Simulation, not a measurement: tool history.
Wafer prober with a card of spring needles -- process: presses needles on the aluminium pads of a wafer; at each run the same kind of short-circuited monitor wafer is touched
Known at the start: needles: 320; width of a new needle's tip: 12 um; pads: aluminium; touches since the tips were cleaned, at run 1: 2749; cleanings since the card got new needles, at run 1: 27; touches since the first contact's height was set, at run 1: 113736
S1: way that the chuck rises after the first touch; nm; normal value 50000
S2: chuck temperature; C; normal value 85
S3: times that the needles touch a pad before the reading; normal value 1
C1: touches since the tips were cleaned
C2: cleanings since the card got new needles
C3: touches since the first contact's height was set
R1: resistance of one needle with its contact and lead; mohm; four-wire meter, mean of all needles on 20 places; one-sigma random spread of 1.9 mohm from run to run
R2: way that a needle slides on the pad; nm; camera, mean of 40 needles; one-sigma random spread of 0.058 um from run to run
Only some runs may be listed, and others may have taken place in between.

run 1 hour=0 | S1=50000 S2=85 S3=1 | C1=2749 C2=27 C3=113736 | R1=196 R2=13020
-- hour=7.1 tips cleaned on abrasive film
-- hour=28 tips cleaned on abrasive film
run 2 hour=29.3 | S1=50000 S2=85 S3=1 | C1=244 C2=29 C3=119049 | R1=198 R2=13110
-- hour=48.5 tips cleaned on abrasive film
-- hour=51.4 height of the first contact set anew
run 3 hour=62.9 | S1=50000 S2=85 S3=1 | C1=2581 C2=30 C3=2093 | R1=198 R2=12990
-- hour=71.2 tips cleaned on abrasive film
run 4 hour=83.9 | S1=50000 S2=85 S3=1 | C1=2323 C2=31 C3=5910 | R1=197 R2=13200
-- hour=92.9 tips cleaned on abrasive film
-- hour=113.4 tips cleaned on abrasive film
run 5 hour=113.4 | S1=50000 S2=85 S3=1 | C1=0 C2=33 C3=11253 | R1=199 R2=13130
-- hour=135.3 tips cleaned on abrasive film
run 6 hour=139.3 | S1=50000 S2=85 S3=1 | C1=733 C2=34 C3=15949 | R1=197 R2=13080
-- hour=155.7 tips cleaned on abrasive film
run 7 hour=167.1 | S1=50000 S2=85 S3=1 | C1=2079 C2=35 C3=21005 | R1=197 R2=13040
-- hour=177.1 tips cleaned on abrasive film
-- hour=197.7 tips cleaned on abrasive film
run 8 hour=202.1 | S1=50000 S2=85 S3=1 | C1=808 C2=37 C3=27352 | R1=198 R2=13120
-- hour=218 tips cleaned on abrasive film
run 9 hour=229.1 | S1=50000 S2=85 S3=1 | C1=2019 C2=38 C3=32253 | R1=194 R2=13130
-- hour=238.5 tips cleaned on abrasive film
run 10 hour=255.8 | S1=50000 S2=85 S3=1 | C1=3152 C2=39 C3=37106 | R1=196 R2=13200
-- hour=258.8 tips cleaned on abrasive film
-- hour=279.7 tips cleaned on abrasive film
run 11 hour=289.6 | S1=50000 S2=85 S3=1 | C1=1797 C2=41 C3=43223 | R1=198 R2=13130
-- hour=300.7 tips cleaned on abrasive film
run 12 hour=307.5 | S1=50000 S2=121 S3=1 | C1=1244 C2=42 C3=46467 | R1=203 R2=13160
-- hour=323.3 tips cleaned on abrasive film
run 13 hour=334.3 | S1=50000 S2=121 S3=1 | C1=2012 C2=43 C3=51343 | R1=204 R2=13110
-- hour=344.7 tips cleaned on abrasive film
-- hour=366.3 tips cleaned on abrasive film
run 14 hour=367.3 | S1=50000 S2=29 S3=1 | C1=187 C2=45 C3=57327 | R1=185 R2=13240
run 15 hour=383.6 | S1=50000 S2=29 S3=1 | C1=3148 C2=45 C3=60288 | R1=185 R2=13110
-- hour=386.3 tips cleaned on abrasive film
-- hour=408 tips cleaned on abrasive film
run 16 hour=410.2 | S1=50000 S2=29 S3=1 | C1=401 C2=47 C3=65100 | R1=183 R2=13070
-- hour=429 tips cleaned on abrasive film
run 17 hour=441.4 | S1=50000 S2=29 S3=1 | C1=2252 C2=48 C3=70774 | R1=183 R2=13070
-- hour=451.5 tips cleaned on abrasive film
-- hour=472.6 tips cleaned on abrasive film
run 18 hour=477.3 | S1=52000 S2=53 S3=1 | C1=850 C2=50 C3=77286 | R1=189 R2=13710
-- hour=493.3 tips cleaned on abrasive film
run 19 hour=508 | S1=52000 S2=53 S3=1 | C1=2677 C2=51 C3=82867 | R1=191 R2=13640
-- hour=515.7 tips cleaned on abrasive film
run 20 hour=535.5 | S1=52000 S2=33 S3=1 | C1=3603 C2=52 C3=87854 | R1=185 R2=13580
-- hour=537.6 tips cleaned on abrasive film
-- hour=558.2 tips cleaned on abrasive film
run 21 hour=558.2 | S1=52000 S2=33 S3=1 | C1=0 C2=54 C3=91962 | R1=181 R2=13730
run 22 hour=572.9 | S1=50000 S2=85 S3=1 | C1=2687 C2=54 C3=94649 | R1=195 R2=13190
-- hour=580.2 tips cleaned on abrasive film
run 23 hour=593.4 | S1=43000 S2=50 S3=1 | C1=2392 C2=55 C3=98357 | R1=192 R2=11220
-- hour=603.1 tips cleaned on abrasive film
-- hour=624 tips cleaned on abrasive film
run 24 hour=628.9 | S1=43000 S2=50 S3=1 | C1=882 C2=57 C3=104797 | R1=191 R2=11410
-- hour=644.3 tips cleaned on abrasive film
run 25 hour=657.8 | S1=43000 S2=50 S3=1 | C1=2460 C2=58 C3=110058 | R1=190 R2=11230
-- hour=665.9 tips cleaned on abrasive film
run 26 hour=683.9 | S1=43000 S2=50 S3=1 | C1=3279 C2=59 C3=114788 | R1=190 R2=11220
-- hour=686.6 tips cleaned on abrasive film
run 27 hour=703.6 | S1=39000 S2=85 S3=2 | C1=3106 C2=60 C3=118364 | R1=204 R2=10220
-- hour=708 tips cleaned on abrasive film
-- hour=728.3 tips cleaned on abrasive film
-- hour=728.6 height of the first contact set anew
run 28 hour=739.8 | S1=39000 S2=85 S3=2 | C1=2034 C2=62 C3=2034 | R1=201 R2=10280
-- hour=751.1 tips cleaned on abrasive film
run 29 hour=758.6 | S1=64000 S2=53 S3=2 | C1=1367 C2=63 C3=5450 | R1=188 R2=16740
-- hour=773 tips cleaned on abrasive film
run 30 hour=783.2 | S1=51000 S2=55 S3=1 | C1=1851 C2=64 C3=9905 | R1=188 R2=13270
-- hour=793.4 tips cleaned on abrasive film
-- hour=813.5 tips cleaned on abrasive film
run 31 hour=815 | S1=51000 S2=43 S3=2 | C1=270 C2=66 C3=15673 | R1=184 R2=13420
run 32 hour=833.1 | S1=31000 S2=43 S3=3 | C1=3562 C2=66 C3=18965 | R1=195 R2=8120
-- hour=836.2 tips cleaned on abrasive film
-- hour=856.5 tips cleaned on abrasive film
run 33 hour=868 | S1=55000 S2=59 S3=1 | C1=2107 C2=68 C3=25302 | R1=191 R2=14320

Across each entry between runs, compare the hidden state at the last listed run before it with the hidden state at the first listed run after it:
Between runs 1 and 2: tips cleaned on abrasive film (hour 7.1); tips cleaned on abrasive film (hour 28)
  debris on the tips, nm: 1.2 -> 0.3
Between runs 2 and 3: tips cleaned on abrasive film (hour 48.5); height of the first contact set anew (hour 51.4)
  debris on the tips, nm: 0.3 -> 1.1; way that the needles fall short of the set height, um: 0.03 -> 0
Between runs 3 and 4: tips cleaned on abrasive film (hour 71.2)
  the hidden state is the same at both runs
Between runs 4 and 5: tips cleaned on abrasive film (hour 92.9); tips cleaned on abrasive film (hour 113.4)
  debris on the tips, nm: 1.1 -> 0.2
Between runs 5 and 6: tips cleaned on abrasive film (hour 135.3)
  debris on the tips, nm: 0.2 -> 0.6
Between runs 6 and 7: tips cleaned on abrasive film (hour 155.7)
  debris on the tips, nm: 0.6 -> 1; way that the needles fall short of the set height, um: 0 -> 0.01
Between runs 7 and 8: tips cleaned on abrasive film (hour 177.1); tips cleaned on abrasive film (hour 197.7)
  debris on the tips, nm: 1 -> 0.6
Between runs 8 and 9: tips cleaned on abrasive film (hour 218)
  debris on the tips, nm: 0.6 -> 1; tips' diameter, um: 12.01 -> 12.02
Between runs 9 and 10: tips cleaned on abrasive film (hour 238.5)
  debris on the tips, nm: 1 -> 1.3
Between runs 10 and 11: tips cleaned on abrasive film (hour 258.8); tips cleaned on abrasive film (hour 279.7)
  debris on the tips, nm: 1.3 -> 1
Between runs 11 and 12: tips cleaned on abrasive film (hour 300.7)
  debris on the tips, nm: 1 -> 0.8
Between runs 12 and 13: tips cleaned on abrasive film (hour 323.3)
  debris on the tips, nm: 0.8 -> 1
Between runs 13 and 14: tips cleaned on abrasive film (hour 344.7); tips cleaned on abrasive film (hour 366.3)
  debris on the tips, nm: 1 -> 0.3; way that the needles fall short of the set height, um: 0.01 -> 0.02
Between runs 15 and 16: tips cleaned on abrasive film (hour 386.3); tips cleaned on abrasive film (hour 408)
  debris on the tips, nm: 1.3 -> 0.4
Between runs 16 and 17: tips cleaned on abrasive film (hour 429)
  debris on the tips, nm: 0.4 -> 1.1
Between runs 17 and 18: tips cleaned on abrasive film (hour 451.5); tips cleaned on abrasive film (hour 472.6)
  debris on the tips, nm: 1.1 -> 0.6
Between runs 18 and 19: tips cleaned on abrasive film (hour 493.3)
  debris on the tips, nm: 0.6 -> 1.2
Between runs 19 and 20: tips cleaned on abrasive film (hour 515.7)
  debris on the tips, nm: 1.2 -> 1.4
Between runs 20 and 21: tips cleaned on abrasive film (hour 537.6); tips cleaned on abrasive film (hour 558.2)
  debris on the tips, nm: 1.4 -> 0.1; way that the needles fall short of the set height, um: 0.02 -> 0.03
Between runs 22 and 23: tips cleaned on abrasive film (hour 580.2)
  debris on the tips, nm: 1.2 -> 1.1
Between runs 23 and 24: tips cleaned on abrasive film (hour 603.1); tips cleaned on abrasive film (hour 624)
  debris on the tips, nm: 1.1 -> 0.6
Between runs 24 and 25: tips cleaned on abrasive film (hour 644.3)
  debris on the tips, nm: 0.6 -> 1.2
Between runs 25 and 26: tips cleaned on abrasive film (hour 665.9)
  debris on the tips, nm: 1.2 -> 1.3
Between runs 26 and 27: tips cleaned on abrasive film (hour 686.6)
  debris on the tips, nm: 1.3 -> 1.2
Between runs 27 and 28: tips cleaned on abrasive film (hour 708); tips cleaned on abrasive film (hour 728.3); height of the first contact set anew (hour 728.6)
  debris on the tips, nm: 1.2 -> 1; way that the needles fall short of the set height, um: 0.03 -> 0
Between runs 28 and 29: tips cleaned on abrasive film (hour 751.1)
  debris on the tips, nm: 1 -> 0.8; tips' diameter, um: 12.02 -> 12.03
Between runs 29 and 30: tips cleaned on abrasive film (hour 773)
  debris on the tips, nm: 0.8 -> 1
Between runs 30 and 31: tips cleaned on abrasive film (hour 793.4); tips cleaned on abrasive film (hour 813.5)
  debris on the tips, nm: 1 -> 0.3
Between runs 32 and 33: tips cleaned on abrasive film (hour 836.2); tips cleaned on abrasive film (hour 856.5)
  debris on the tips, nm: 1.3 -> 1.1; way that the needles fall short of the set height, um: 0 -> 0.01

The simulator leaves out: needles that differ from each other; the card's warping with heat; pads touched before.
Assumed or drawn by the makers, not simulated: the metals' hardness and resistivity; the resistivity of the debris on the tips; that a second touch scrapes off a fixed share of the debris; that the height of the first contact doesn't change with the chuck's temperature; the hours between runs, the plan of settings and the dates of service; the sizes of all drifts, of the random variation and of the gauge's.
